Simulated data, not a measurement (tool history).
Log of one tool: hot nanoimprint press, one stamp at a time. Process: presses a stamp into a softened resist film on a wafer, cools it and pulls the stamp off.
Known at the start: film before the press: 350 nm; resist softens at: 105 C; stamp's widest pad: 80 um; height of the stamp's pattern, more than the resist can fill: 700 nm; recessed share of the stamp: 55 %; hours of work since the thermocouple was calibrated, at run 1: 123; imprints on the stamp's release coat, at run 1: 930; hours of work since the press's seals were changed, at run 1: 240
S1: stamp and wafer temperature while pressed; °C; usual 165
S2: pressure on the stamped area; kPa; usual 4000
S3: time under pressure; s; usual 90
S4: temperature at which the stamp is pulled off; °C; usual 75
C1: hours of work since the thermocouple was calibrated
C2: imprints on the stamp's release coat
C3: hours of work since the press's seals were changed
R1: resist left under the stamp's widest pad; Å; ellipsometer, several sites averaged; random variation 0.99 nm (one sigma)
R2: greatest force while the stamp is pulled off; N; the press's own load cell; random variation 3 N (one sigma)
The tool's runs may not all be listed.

{"run": 1, "hour": 0.0, "S1": 165, "S2": 4000, "S3": 90, "S4": 75, "C1": 123, "C2": 930, "C3": 240, "R1": 1427, "R2": 145}
{"run": 2, "hour": 10.6, "S1": 165, "S2": 4000, "S3": 90, "S4": 75, "C1": 129, "C2": 980, "C3": 247, "R1": 1424, "R2": 141}
{"hour": 18.3, "done": "stamp cleaned and given a new release coat"}
{"run": 3, "hour": 25.0, "S1": 161, "S2": 4000, "S3": 90, "S4": 75, "C1": 134, "C2": 31, "C3": 252, "R1": 1715, "R2": 144}
{"run": 4, "hour": 32.0, "S1": 165, "S2": 6000, "S3": 90, "S4": 75, "C1": 139, "C2": 64, "C3": 257, "R1": 1184, "R2": 142}
{"run": 5, "hour": 36.6, "S1": 165, "S2": 6000, "S3": 90, "S4": 75, "C1": 142, "C2": 86, "C3": 259, "R1": 1190, "R2": 134}
{"run": 6, "hour": 42.9, "S1": 165, "S2": 6000, "S3": 90, "S4": 75, "C1": 146, "C2": 116, "C3": 263, "R1": 1194, "R2": 140}
{"run": 7, "hour": 52.2, "S1": 170, "S2": 4000, "S3": 90, "S4": 68, "C1": 151, "C2": 159, "C3": 269, "R1": 1108, "R2": 175}
{"run": 8, "hour": 56.5, "S1": 165, "S2": 3430, "S3": 113, "S4": 75, "C1": 154, "C2": 180, "C3": 272, "R1": 1379, "R2": 145}
{"run": 9, "hour": 65.8, "S1": 165, "S2": 3430, "S3": 113, "S4": 75, "C1": 160, "C2": 223, "C3": 278, "R1": 1373, "R2": 142}
{"run": 10, "hour": 75.3, "S1": 161, "S2": 3900, "S3": 82, "S4": 69, "C1": 166, "C2": 268, "C3": 283, "R1": 1806, "R2": 168}

Run 11 comes next. What will it give?
{"run": 11, "hour": 80.9, "S1": 161, "S2": 3900, "S3": 82, "S4": 69, "C1": 169, "C2": 295, "C3": 287, "R1": "?", "R2": "?"}

{"run 11": {"R1": 1809, "R2": 168}}
Without the tool's hidden state the same run would have given R1 1811 Å, R2 168 N.
